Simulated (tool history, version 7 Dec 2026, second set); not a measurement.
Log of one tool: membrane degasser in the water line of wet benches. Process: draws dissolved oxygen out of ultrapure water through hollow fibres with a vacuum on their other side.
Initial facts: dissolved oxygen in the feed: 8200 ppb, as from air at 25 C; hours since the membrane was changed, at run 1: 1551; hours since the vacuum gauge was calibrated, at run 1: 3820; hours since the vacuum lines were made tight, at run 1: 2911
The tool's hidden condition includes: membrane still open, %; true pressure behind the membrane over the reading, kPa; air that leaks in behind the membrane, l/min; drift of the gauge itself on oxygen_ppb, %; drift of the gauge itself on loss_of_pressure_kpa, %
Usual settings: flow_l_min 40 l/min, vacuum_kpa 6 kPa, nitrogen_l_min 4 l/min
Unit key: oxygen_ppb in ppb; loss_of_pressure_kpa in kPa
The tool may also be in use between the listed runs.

run,hour,flow_l_min,vacuum_kpa,nitrogen_l_min,hours since the membrane was changed,hours since the vacuum gauge was calibrated,hours since the vacuum lines were made tight,oxygen_ppb,loss_of_pressure_kpa
1,0,40,6,4,1551,3820,2911,70.7,27.08
2,70.6,40,6,4,1622,3890,2982,69.7,26.58
3,101.9,40,6,4,1653,3922,3013,71.3,26.77
4,168.7,40,6,4,1720,3989,3080,71.8,26.81
5,203.8,40,6,4,1755,4024,3115,70,26.78
6,264.2,40,6,4,1816,4084,3175,70.2,26.78
7,328.9,40,6.72,4,1880,4149,3240,88.6,26.68
8,372,40,6.72,4,1923,4192,3283,88.2,27.23
9,431.9,40,6.72,4,1983,4252,3343,86.9,26.8
10,475.4,53,6,4,2027,4295,3386,94.4,35.49
11,532.2,38,7.98,6.93,2083,4352,3443,64.9,25.68
12,582.8,38,7.98,6.93,2134,4403,3494,65.5,25.58
13,611.8,40,7.28,7.74,2163,4432,3523,54,26.97
14,665.5,40,7.28,7.74,2217,4485,3577,54.4,26.97
# hour 687.9: vacuum gauge calibrated
15,711.1,40,8.57,2.62,2262,23,3622,185,27.11
16,772.2,30,4.48,10.84,2323,84,3683,9.1,20.3
17,834.6,30,4.48,10.84,2385,147,3745,9.5,20.42
18,896.9,28,12.46,6.32,2448,209,3807,99.7,18.84
19,960.2,25,12.46,9.19,2511,272,3871,62.5,17.21

Measured less the same run without the tool's hidden state. The same run-to-run variation is in both; the gauge's scatter may not be:
run,oxygen_ppb,loss_of_pressure_kpa
1,+2.9,+0.22
2,+3,+0.23
3,+3,+0.24
4,+3.1,+0.25
5,+3,+0.25
6,+3,+0.26
7,+3.3,+0.28
8,+3.1,+0.28
9,+3.2,+0.29
10,+4.3,+0.4
11,+1.9,+0.29
12,+2,+0.3
13,+1.9,+0.31
14,+2,+0.32
15,+1.3,+0.33
16,+0.2,+0.26
17,+0.3,+0.27
18,+0.9,+0.26
19,+0.7,+0.24
